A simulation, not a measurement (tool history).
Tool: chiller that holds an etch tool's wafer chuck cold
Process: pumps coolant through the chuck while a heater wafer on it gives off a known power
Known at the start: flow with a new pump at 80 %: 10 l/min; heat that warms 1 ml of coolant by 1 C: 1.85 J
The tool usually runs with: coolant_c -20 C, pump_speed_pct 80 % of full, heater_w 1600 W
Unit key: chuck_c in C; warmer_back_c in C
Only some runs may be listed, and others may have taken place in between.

run 1 hour=0.0 | coolant_c=-20 pump_speed_pct=80 heater_w=1600 | chuck_c=-0.2 warmer_back_c=5.37
run 2 hour=74.1 | coolant_c=-20 pump_speed_pct=80 heater_w=1600 | chuck_c=-0.2 warmer_back_c=5.35
run 3 hour=177.7 | coolant_c=-20 pump_speed_pct=80 heater_w=1600 | chuck_c=0.0 warmer_back_c=5.42
run 4 hour=295.3 | coolant_c=-20 pump_speed_pct=66 heater_w=1600 | chuck_c=2.5 warmer_back_c=6.57
run 5 hour=357.2 | coolant_c=-20 pump_speed_pct=80 heater_w=1950 | chuck_c=4.4 warmer_back_c=6.60
run 6 hour=478.4 | coolant_c=-20 pump_speed_pct=80 heater_w=1950 | chuck_c=4.3 warmer_back_c=6.62
run 7 hour=589.7 | coolant_c=-20 pump_speed_pct=80 heater_w=1950 | chuck_c=4.5 warmer_back_c=6.57
run 8 hour=708.4 | coolant_c=-20 pump_speed_pct=80 heater_w=1950 | chuck_c=4.8 warmer_back_c=6.62
run 9 hour=768.9 | coolant_c=-20 pump_speed_pct=80 heater_w=1950 | chuck_c=4.8 warmer_back_c=6.65
run 10 hour=836.4 | coolant_c=-20 pump_speed_pct=80 heater_w=1950 | chuck_c=4.8 warmer_back_c=6.66
run 11 hour=944.8 | coolant_c=-20 pump_speed_pct=80 heater_w=1950 | chuck_c=4.8 warmer_back_c=6.66
run 12 hour=1007.3 | coolant_c=-20 pump_speed_pct=80 heater_w=1950 | chuck_c=4.8 warmer_back_c=6.66
run 13 hour=1128.5 | coolant_c=-20 pump_speed_pct=80 heater_w=1950 | chuck_c=5.1 warmer_back_c=6.72
run 14 hour=1249.2 | coolant_c=-20 pump_speed_pct=80 heater_w=1600 | chuck_c=0.5 warmer_back_c=5.51
run 15 hour=1362.9 | coolant_c=-20 pump_speed_pct=80 heater_w=1600 | chuck_c=0.8 warmer_back_c=5.53
run 16 hour=1465.5 | coolant_c=-20 pump_speed_pct=80 heater_w=1600 | chuck_c=0.7 warmer_back_c=5.57
run 17 hour=1543.9 | coolant_c=-20 pump_speed_pct=80 heater_w=1600 | chuck_c=0.8 warmer_back_c=5.57
run 18 hour=1611.2 | coolant_c=-27 pump_speed_pct=96 heater_w=850 | chuck_c=-17.0 warmer_back_c=2.52
run 19 hour=1684.7 | coolant_c=-19 pump_speed_pct=80 heater_w=1225 | chuck_c=-3.1 warmer_back_c=4.25
run 20 hour=1760.4 | coolant_c=-19 pump_speed_pct=80 heater_w=1225 | chuck_c=-2.9 warmer_back_c=4.26
run 21 hour=1824.1 | coolant_c=-28 pump_speed_pct=91 heater_w=2126 | chuck_c=-2.2 warmer_back_c=6.49
run 22 hour=1941.9 | coolant_c=-19 pump_speed_pct=90 heater_w=1714 | chuck_c=1.9 warmer_back_c=5.27
run 23 hour=2052.9 | coolant_c=-19 pump_speed_pct=62 heater_w=1777 | chuck_c=8.5 warmer_back_c=8.00
run 24 hour=2151.6 | coolant_c=-19 pump_speed_pct=62 heater_w=1777 | chuck_c=8.7 warmer_back_c=8.07
run 25 hour=2248.2 | coolant_c=-19 pump_speed_pct=62 heater_w=1777 | chuck_c=8.8 warmer_back_c=8.06
run 26 hour=2357.6 | coolant_c=-19 pump_speed_pct=62 heater_w=1777 | chuck_c=8.7 warmer_back_c=8.05
run 27 hour=2479.3 | coolant_c=-20 pump_speed_pct=86 heater_w=1600 | chuck_c=0.4 warmer_back_c=5.27
run 28 hour=2591.3 | coolant_c=-20 pump_speed_pct=86 heater_w=1600 | chuck_c=0.5 warmer_back_c=5.19
run 29 hour=2664.3 | coolant_c=-21 pump_speed_pct=75 heater_w=1201 | chuck_c=-4.0 warmer_back_c=4.52
run 30 hour=2755.2 | coolant_c=-21 pump_speed_pct=75 heater_w=1201 | chuck_c=-4.0 warmer_back_c=4.54
run 31 hour=2863.2 | coolant_c=-21 pump_speed_pct=67 heater_w=1122 | chuck_c=-3.8 warmer_back_c=4.75
run 32 hour=2959.3 | coolant_c=-21 pump_speed_pct=69 heater_w=1878 | chuck_c=6.8 warmer_back_c=7.78

Predict each of these 3 candidate next runs independently; none follows another, all start after run 32:
run A hour=3013.6 | coolant_c=-20 pump_speed_pct=68 heater_w=2271 | chuck_c=? warmer_back_c=?
run B hour=3013.6 | coolant_c=-11 pump_speed_pct=66 heater_w=1492 | chuck_c=? warmer_back_c=?
run C hour=3013.6 | coolant_c=-21 pump_speed_pct=75 heater_w=1878 | chuck_c=? warmer_back_c=?

run=A chuck_c=14.4 warmer_back_c=9.51
run=B chuck_c=12.2 warmer_back_c=6.40
run=C chuck_c=5.6 warmer_back_c=7.09
With the hidden condition removed and each run's random variation left untouched, the same runs would have given:
run=A chuck_c=9.0 warmer_back_c=8.66
run=B chuck_c=8.5 warmer_back_c=5.82
run=C chuck_c=1.3 warmer_back_c=6.45
